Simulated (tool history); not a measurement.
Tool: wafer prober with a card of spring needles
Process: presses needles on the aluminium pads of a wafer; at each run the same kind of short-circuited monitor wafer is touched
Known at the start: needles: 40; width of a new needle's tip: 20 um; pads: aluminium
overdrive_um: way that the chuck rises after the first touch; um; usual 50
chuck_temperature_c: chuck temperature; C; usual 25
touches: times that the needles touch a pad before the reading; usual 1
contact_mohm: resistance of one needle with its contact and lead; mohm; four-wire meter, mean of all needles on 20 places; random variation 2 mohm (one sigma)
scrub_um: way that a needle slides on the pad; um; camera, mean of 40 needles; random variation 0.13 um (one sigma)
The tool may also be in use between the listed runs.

{"run": 1, "hour": 0.0, "overdrive_um": 50, "chuck_temperature_c": 25, "touches": 1, "contact_mohm": 309, "scrub_um": 9.6}
{"hour": 4.1, "done": "tips cleaned on abrasive film"}
{"hour": 26.9, "done": "tips cleaned on abrasive film"}
{"run": 2, "hour": 34.5, "overdrive_um": 50, "chuck_temperature_c": 25, "touches": 1, "contact_mohm": 277, "scrub_um": 9.33}
{"hour": 50.8, "done": "tips cleaned on abrasive film"}
{"hour": 72.6, "done": "tips cleaned on abrasive film"}
{"hour": 93.0, "done": "tips cleaned on abrasive film"}
{"run": 3, "hour": 94.1, "overdrive_um": 50, "chuck_temperature_c": 25, "touches": 1, "contact_mohm": 243, "scrub_um": 9.56}
{"hour": 116.4, "done": "tips cleaned on abrasive film"}
{"run": 4, "hour": 128.2, "overdrive_um": 46, "chuck_temperature_c": 25, "touches": 1, "contact_mohm": 308, "scrub_um": 8.93}
{"hour": 140.7, "done": "tips cleaned on abrasive film"}
{"run": 5, "hour": 156.2, "overdrive_um": 46, "chuck_temperature_c": 25, "touches": 1, "contact_mohm": 326, "scrub_um": 8.57}
{"hour": 161.2, "done": "tips cleaned on abrasive film"}
{"hour": 184.2, "done": "tips cleaned on abrasive film"}
{"run": 6, "hour": 201.6, "overdrive_um": 46, "chuck_temperature_c": 25, "touches": 1, "contact_mohm": 335, "scrub_um": 8.71}
{"hour": 205.4, "done": "tips cleaned on abrasive film"}
{"hour": 227.5, "done": "tips cleaned on abrasive film"}
{"run": 7, "hour": 241.2, "overdrive_um": 46, "chuck_temperature_c": 25, "touches": 1, "contact_mohm": 308, "scrub_um": 8.74}
{"hour": 250.0, "done": "tips cleaned on abrasive film"}
{"hour": 273.4, "done": "tips cleaned on abrasive film"}
{"run": 8, "hour": 279.8, "overdrive_um": 50, "chuck_temperature_c": 25, "touches": 2, "contact_mohm": 260, "scrub_um": 9.28}
{"hour": 297.1, "done": "tips cleaned on abrasive film"}
{"hour": 317.8, "done": "tips cleaned on abrasive film"}
{"hour": 340.7, "done": "tips cleaned on abrasive film"}
{"run": 9, "hour": 343.8, "overdrive_um": 50, "chuck_temperature_c": 25, "touches": 1, "contact_mohm": 261, "scrub_um": 9.31}
{"hour": 361.6, "done": "tips cleaned on abrasive film"}
{"run": 10, "hour": 381.4, "overdrive_um": 50, "chuck_temperature_c": 25, "touches": 1, "contact_mohm": 326, "scrub_um": 9.58}
{"hour": 384.5, "done": "tips cleaned on abrasive film"}
{"hour": 409.5, "done": "tips cleaned on abrasive film"}
{"run": 11, "hour": 426.4, "overdrive_um": 50, "chuck_temperature_c": 25, "touches": 1, "contact_mohm": 326, "scrub_um": 9.28}
{"hour": 430.5, "done": "tips cleaned on abrasive film"}
{"hour": 453.0, "done": "tips cleaned on abrasive film"}
{"run": 12, "hour": 465.6, "overdrive_um": 50, "chuck_temperature_c": 25, "touches": 1, "contact_mohm": 308, "scrub_um": 9.29}
{"hour": 476.1, "done": "tips cleaned on abrasive film"}
{"hour": 500.5, "done": "tips cleaned on abrasive film"}
{"run": 13, "hour": 510.2, "overdrive_um": 50, "chuck_temperature_c": 25, "touches": 1, "contact_mohm": 286, "scrub_um": 9.17}
{"hour": 523.0, "done": "tips cleaned on abrasive film"}
{"hour": 545.8, "done": "tips cleaned on abrasive film"}
{"run": 14, "hour": 554.0, "overdrive_um": 50, "chuck_temperature_c": 25, "touches": 1, "contact_mohm": 294, "scrub_um": 9.08}
{"hour": 567.9, "done": "tips cleaned on abrasive film"}
{"hour": 586.5, "done": "height of the first contact set anew"}
{"run": 15, "hour": 586.5, "overdrive_um": 50, "chuck_temperature_c": 25, "touches": 1, "contact_mohm": 306, "scrub_um": 9.75}
{"hour": 589.7, "done": "tips cleaned on abrasive film"}
{"hour": 613.8, "done": "tips cleaned on abrasive film"}
{"run": 16, "hour": 618.0, "overdrive_um": 57, "chuck_temperature_c": 25, "touches": 1, "contact_mohm": 249, "scrub_um": 10.92}
{"hour": 638.2, "done": "tips cleaned on abrasive film"}
{"run": 17, "hour": 648.8, "overdrive_um": 45, "chuck_temperature_c": 109, "touches": 1, "contact_mohm": 318, "scrub_um": 8.76}
{"hour": 658.6, "done": "tips cleaned on abrasive film"}
{"hour": 679.0, "done": "tips cleaned on abrasive film"}
{"run": 18, "hour": 692.0, "overdrive_um": 45, "chuck_temperature_c": 109, "touches": 1, "contact_mohm": 343, "scrub_um": 8.76}
{"hour": 701.5, "done": "tips cleaned on abrasive film"}
{"hour": 722.0, "done": "tips cleaned on abrasive film"}
{"run": 19, "hour": 732.6, "overdrive_um": 36, "chuck_temperature_c": 91, "touches": 2, "contact_mohm": 324, "scrub_um": 7.01}
{"hour": 742.8, "done": "tips cleaned on abrasive film"}
{"hour": 765.3, "done": "tips cleaned on abrasive film"}
{"hour": 786.0, "done": "tips cleaned on abrasive film"}
{"run": 20, "hour": 799.2, "overdrive_um": 56, "chuck_temperature_c": 121, "touches": 1, "contact_mohm": 302, "scrub_um": 10.65}
{"hour": 810.1, "done": "tips cleaned on abrasive film"}
{"hour": 833.0, "done": "tips cleaned on abrasive film"}
{"hour": 855.9, "done": "tips cleaned on abrasive film"}
{"run": 21, "hour": 855.9, "overdrive_um": 34, "chuck_temperature_c": 25, "touches": 2, "contact_mohm": 242, "scrub_um": 6.35}
{"hour": 880.0, "done": "tips cleaned on abrasive film"}
{"hour": 904.7, "done": "tips cleaned on abrasive film"}
{"run": 22, "hour": 914.8, "overdrive_um": 34, "chuck_temperature_c": 25, "touches": 2, "contact_mohm": 329, "scrub_um": 6.16}
{"hour": 928.0, "done": "tips cleaned on abrasive film"}
{"hour": 949.7, "done": "tips cleaned on abrasive film"}
{"run": 23, "hour": 969.0, "overdrive_um": 34, "chuck_temperature_c": 25, "touches": 3, "contact_mohm": 310, "scrub_um": 6.16}
{"hour": 971.9, "done": "tips cleaned on abrasive film"}
{"hour": 996.4, "done": "tips cleaned on abrasive film"}
{"run": 24, "hour": 1015.5, "overdrive_um": 61, "chuck_temperature_c": 97, "touches": 2, "contact_mohm": 281, "scrub_um": 11.64}
{"hour": 1020.6, "done": "tips cleaned on abrasive film"}
{"hour": 1043.7, "done": "tips cleaned on abrasive film"}
{"run": 25, "hour": 1047.3, "overdrive_um": 61, "chuck_temperature_c": 97, "touches": 2, "contact_mohm": 247, "scrub_um": 11.35}
{"hour": 1065.8, "done": "tips cleaned on abrasive film"}
{"hour": 1087.9, "done": "tips cleaned on abrasive film"}
{"run": 26, "hour": 1099.2, "overdrive_um": 42, "chuck_temperature_c": 25, "touches": 1, "contact_mohm": 357, "scrub_um": 7.52}
{"hour": 1110.1, "done": "tips cleaned on abrasive film"}
{"hour": 1131.2, "done": "tips cleaned on abrasive film"}
{"hour": 1156.0, "done": "tips cleaned on abrasive film"}
{"run": 27, "hour": 1165.2, "overdrive_um": 40, "chuck_temperature_c": 25, "touches": 1, "contact_mohm": 359, "scrub_um": 7.35}
{"hour": 1180.4, "done": "tips cleaned on abrasive film"}
{"hour": 1204.8, "done": "tips cleaned on abrasive film"}
{"hour": 1227.9, "done": "tips cleaned on abrasive film"}
{"run": 28, "hour": 1227.9, "overdrive_um": 50, "chuck_temperature_c": 120, "touches": 2, "contact_mohm": 250, "scrub_um": 9.35}
{"hour": 1250.4, "done": "tips cleaned on abrasive film"}
{"run": 29, "hour": 1265.4, "overdrive_um": 50, "chuck_temperature_c": 43, "touches": 1, "contact_mohm": 331, "scrub_um": 9.11}

Run 30 comes next. What will it give?
{"hour": 1273.5, "done": "tips cleaned on abrasive film"}
{"hour": 1298.7, "done": "tips cleaned on abrasive film"}
{"run": 30, "hour": 1303.4, "overdrive_um": 50, "chuck_temperature_c": 43, "touches": 1, "contact_mohm": "?", "scrub_um": "?"}

Run 30 gave contact_mohm 277 mohm, scrub_um 9.06 um.
Without the tool's hidden state the same run would have given contact_mohm 229 mohm, scrub_um 9.8 um.

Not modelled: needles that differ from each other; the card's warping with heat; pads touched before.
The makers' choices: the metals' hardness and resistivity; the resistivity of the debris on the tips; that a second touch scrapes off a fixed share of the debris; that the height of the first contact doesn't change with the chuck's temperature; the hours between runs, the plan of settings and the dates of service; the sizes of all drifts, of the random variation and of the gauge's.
